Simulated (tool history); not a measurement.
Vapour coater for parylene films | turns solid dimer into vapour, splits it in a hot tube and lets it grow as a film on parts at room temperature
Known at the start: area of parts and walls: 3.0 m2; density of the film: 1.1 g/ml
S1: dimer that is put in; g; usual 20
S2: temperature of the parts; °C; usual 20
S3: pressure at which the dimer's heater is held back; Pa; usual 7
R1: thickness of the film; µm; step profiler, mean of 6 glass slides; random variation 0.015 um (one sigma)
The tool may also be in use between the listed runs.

Run 1, day 0: usual settings. Result: R1 2.97 µm.
Run 2, day 0.683: usual settings. Result: R1 2.99 µm.
Run 3, day 1.708: usual settings. Result: R1 3 µm.
Run 4, day 2.162: usual settings but S2 29 °C. Result: R1 2.2 µm.
Run 5, day 3.167: usual settings but S2 29 °C. Result: R1 2.21 µm.
Run 6, day 4.042: usual settings. Result: R1 3.02 µm.
Run 7, day 4.529: usual settings. Result: R1 2.98 µm.
Run 8, day 5.492: usual settings but S1 11 g. Result: R1 1.63 µm.
Run 9, day 6.479: usual settings but S1 11 g. Result: R1 1.65 µm.
Run 10, day 7: usual settings but S1 11 g. Result: R1 1.66 µm.
Run 11, day 8.017: usual settings but S1 11 g. Result: R1 1.69 µm.
Run 12, day 8.796: usual settings but S1 11 g. Result: R1 1.68 µm.
Run 13, day 9.317: usual settings but S1 11 g. Result: R1 1.66 µm.
Run 14, day 10.179: usual settings but S1 11 g. Result: R1 1.68 µm.
Run 15, day 11.062: usual settings but S1 11 g. Result: R1 1.66 µm.
Run 16, day 11.871: usual settings but S1 11 g. Result: R1 1.68 µm.
Run 17, day 12.558: usual settings but S1 11 g. Result: R1 1.67 µm.
At day 12.925: gauge calibrated.
Run 18, day 13.625: usual settings but S1 23 g. Result: R1 3.43 µm.
Run 19, day 14.379: usual settings but S1 14 g, S2 12 °C. Result: R1 2.74 µm.
Run 20, day 15.358: usual settings but S1 34 g, S2 19 °C, S3 3.98 Pa. Result: R1 5.85 µm.
Run 21, day 16.421: usual settings but S1 34 g, S2 19 °C, S3 2.99 Pa. Result: R1 6.23 µm.
Run 22, day 17.217: usual settings but S2 24 °C, S3 9.27 Pa. Result: R1 2.46 µm.
Run 23, day 17.733: usual settings but S1 10 g, S2 18 °C, S3 2.97 Pa. Result: R1 1.89 µm.
Run 24, day 18.45: usual settings but S1 10 g, S2 18 °C, S3 2.97 Pa. Result: R1 1.92 µm.
Run 25, day 19.488: usual settings but S1 10 g, S2 18 °C, S3 2.97 Pa. Result: R1 1.91 µm.
Run 26, day 20.154: usual settings but S2 14 °C, S3 5.24 Pa. Result: R1 3.91 µm.
Run 27, day 21.071: usual settings but S2 14 °C, S3 5.24 Pa. Result: R1 3.93 µm.

3 ways to go on from here, each from the tool as it stands after run 27. What would each give?
Run A, day 22.104: usual settings but S1 23 g. Result: R1 ?.
Run B, day 22.104: usual settings but S1 9 g, S2 24 °C, S3 5.24 Pa. Result: R1 ?.
Run C, day 22.104: usual settings but S2 14 °C, S3 2.73 Pa. Result: R1 ?.

run    R1
  A  3.46
  B  1.27
  C  4.46
Without the tool's hidden state the same runs would have given:
run    R1
  A   3.4
  B  1.25
  C  4.38

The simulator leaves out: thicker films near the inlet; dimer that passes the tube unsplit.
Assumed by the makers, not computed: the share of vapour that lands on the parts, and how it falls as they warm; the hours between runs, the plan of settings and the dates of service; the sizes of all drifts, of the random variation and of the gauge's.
